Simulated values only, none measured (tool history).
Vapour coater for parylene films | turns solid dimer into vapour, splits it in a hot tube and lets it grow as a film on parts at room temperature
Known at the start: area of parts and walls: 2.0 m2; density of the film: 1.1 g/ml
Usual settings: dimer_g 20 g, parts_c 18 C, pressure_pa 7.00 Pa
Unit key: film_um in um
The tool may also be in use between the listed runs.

{"run": 1, "hour": 0.0, "dimer_g": 20, "parts_c": 18, "pressure_pa": 7.0, "film_um": 6.41}
{"run": 2, "hour": 28.7, "dimer_g": 20, "parts_c": 18, "pressure_pa": 7.0, "film_um": 6.35}
{"run": 3, "hour": 43.6, "dimer_g": 20, "parts_c": 18, "pressure_pa": 7.0, "film_um": 6.45}
{"run": 4, "hour": 65.4, "dimer_g": 20, "parts_c": 18, "pressure_pa": 7.0, "film_um": 6.53}
{"run": 5, "hour": 80.3, "dimer_g": 20, "parts_c": 18, "pressure_pa": 7.0, "film_um": 6.46}
{"run": 6, "hour": 103.3, "dimer_g": 20, "parts_c": 18, "pressure_pa": 7.0, "film_um": 6.46}
{"run": 7, "hour": 118.4, "dimer_g": 20, "parts_c": 18, "pressure_pa": 9.92, "film_um": 5.91}
{"run": 8, "hour": 134.6, "dimer_g": 20, "parts_c": 18, "pressure_pa": 7.0, "film_um": 6.41}
{"run": 9, "hour": 147.0, "dimer_g": 20, "parts_c": 18, "pressure_pa": 7.0, "film_um": 6.51}
{"run": 10, "hour": 168.5, "dimer_g": 10, "parts_c": 18, "pressure_pa": 7.0, "film_um": 3.25}
{"run": 11, "hour": 188.5, "dimer_g": 10, "parts_c": 18, "pressure_pa": 7.0, "film_um": 3.19}
{"run": 12, "hour": 201.5, "dimer_g": 10, "parts_c": 18, "pressure_pa": 7.0, "film_um": 3.21}
{"run": 13, "hour": 227.0, "dimer_g": 15, "parts_c": 18, "pressure_pa": 7.0, "film_um": 4.84}
{"run": 14, "hour": 255.5, "dimer_g": 15, "parts_c": 18, "pressure_pa": 7.0, "film_um": 4.85}
{"run": 15, "hour": 280.4, "dimer_g": 15, "parts_c": 18, "pressure_pa": 7.0, "film_um": 4.8}
{"run": 16, "hour": 294.5, "dimer_g": 15, "parts_c": 18, "pressure_pa": 7.0, "film_um": 4.85}
{"run": 17, "hour": 311.6, "dimer_g": 20, "parts_c": 18, "pressure_pa": 7.0, "film_um": 6.48}
{"run": 18, "hour": 331.5, "dimer_g": 20, "parts_c": 18, "pressure_pa": 7.0, "film_um": 6.31}
{"run": 19, "hour": 350.8, "dimer_g": 20, "parts_c": 18, "pressure_pa": 3.35, "film_um": 7.69}
{"run": 20, "hour": 367.2, "dimer_g": 20, "parts_c": 18, "pressure_pa": 3.35, "film_um": 7.6}
{"run": 21, "hour": 395.8, "dimer_g": 20, "parts_c": 18, "pressure_pa": 3.35, "film_um": 7.62}
{"run": 22, "hour": 408.8, "dimer_g": 20, "parts_c": 18, "pressure_pa": 3.35, "film_um": 7.69}
{"run": 23, "hour": 423.4, "dimer_g": 20, "parts_c": 18, "pressure_pa": 3.35, "film_um": 7.6}
{"run": 24, "hour": 441.7, "dimer_g": 20, "parts_c": 18, "pressure_pa": 3.35, "film_um": 7.51}
{"run": 25, "hour": 471.4, "dimer_g": 10, "parts_c": 27, "pressure_pa": 4.08, "film_um": 2.94}
{"run": 26, "hour": 487.2, "dimer_g": 10, "parts_c": 27, "pressure_pa": 4.08, "film_um": 2.99}
{"run": 27, "hour": 502.6, "dimer_g": 10, "parts_c": 14, "pressure_pa": 4.08, "film_um": 3.98}
{"run": 28, "hour": 526.6, "dimer_g": 22, "parts_c": 18, "pressure_pa": 2.03, "film_um": 9.27}
{"run": 29, "hour": 543.4, "dimer_g": 22, "parts_c": 18, "pressure_pa": 2.03, "film_um": 9.36}
{"run": 30, "hour": 570.0, "dimer_g": 22, "parts_c": 18, "pressure_pa": 2.03, "film_um": 9.21}
{"run": 31, "hour": 584.6, "dimer_g": 16, "parts_c": 12, "pressure_pa": 2.94, "film_um": 7.17}
{"run": 32, "hour": 599.7, "dimer_g": 20, "parts_c": 18, "pressure_pa": 6.06, "film_um": 6.71}
{"run": 33, "hour": 615.0, "dimer_g": 12, "parts_c": 18, "pressure_pa": 7.0, "film_um": 3.85}
{"run": 34, "hour": 630.6, "dimer_g": 12, "parts_c": 26, "pressure_pa": 9.81, "film_um": 2.95}
{"run": 35, "hour": 656.7, "dimer_g": 12, "parts_c": 17, "pressure_pa": 2.11, "film_um": 5.27}
{"run": 36, "hour": 675.3, "dimer_g": 28, "parts_c": 17, "pressure_pa": 2.08, "film_um": 12.22}
{"run": 37, "hour": 704.7, "dimer_g": 28, "parts_c": 17, "pressure_pa": 2.08, "film_um": 12.05}
{"run": 38, "hour": 723.9, "dimer_g": 28, "parts_c": 17, "pressure_pa": 2.08, "film_um": 12.02}
{"run": 39, "hour": 739.9, "dimer_g": 12, "parts_c": 21, "pressure_pa": 11.89, "film_um": 3.15}
{"run": 40, "hour": 758.5, "dimer_g": 27, "parts_c": 17, "pressure_pa": 4.44, "film_um": 9.85}
{"run": 41, "hour": 771.3, "dimer_g": 20, "parts_c": 12, "pressure_pa": 7.0, "film_um": 7.44}
{"run": 42, "hour": 787.2, "dimer_g": 20, "parts_c": 12, "pressure_pa": 7.0, "film_um": 7.41}
{"run": 43, "hour": 809.6, "dimer_g": 9, "parts_c": 26, "pressure_pa": 2.77, "film_um": 2.96}
{"run": 44, "hour": 830.9, "dimer_g": 9, "parts_c": 12, "pressure_pa": 2.1, "film_um": 3.96}
{"run": 45, "hour": 847.8, "dimer_g": 20, "parts_c": 18, "pressure_pa": 3.49, "film_um": 7.51}
{"run": 46, "hour": 866.6, "dimer_g": 20, "parts_c": 18, "pressure_pa": 3.49, "film_um": 7.52}
{"run": 47, "hour": 894.6, "dimer_g": 20, "parts_c": 21, "pressure_pa": 3.22, "film_um": 7.2}
{"run": 48, "hour": 907.2, "dimer_g": 27, "parts_c": 13, "pressure_pa": 4.4, "film_um": 10.96}

The log once held 1 entry between its listed runs, left out of this copy. Where does each go, and what is different about the tool's unlogged condition between the listed run before it and the listed run after it?
Logged between run 27 and run 28: trap's valve overhauled (hour 508.4)
  vapour lost through the trap's worn valve, %: 0.6 -> 0

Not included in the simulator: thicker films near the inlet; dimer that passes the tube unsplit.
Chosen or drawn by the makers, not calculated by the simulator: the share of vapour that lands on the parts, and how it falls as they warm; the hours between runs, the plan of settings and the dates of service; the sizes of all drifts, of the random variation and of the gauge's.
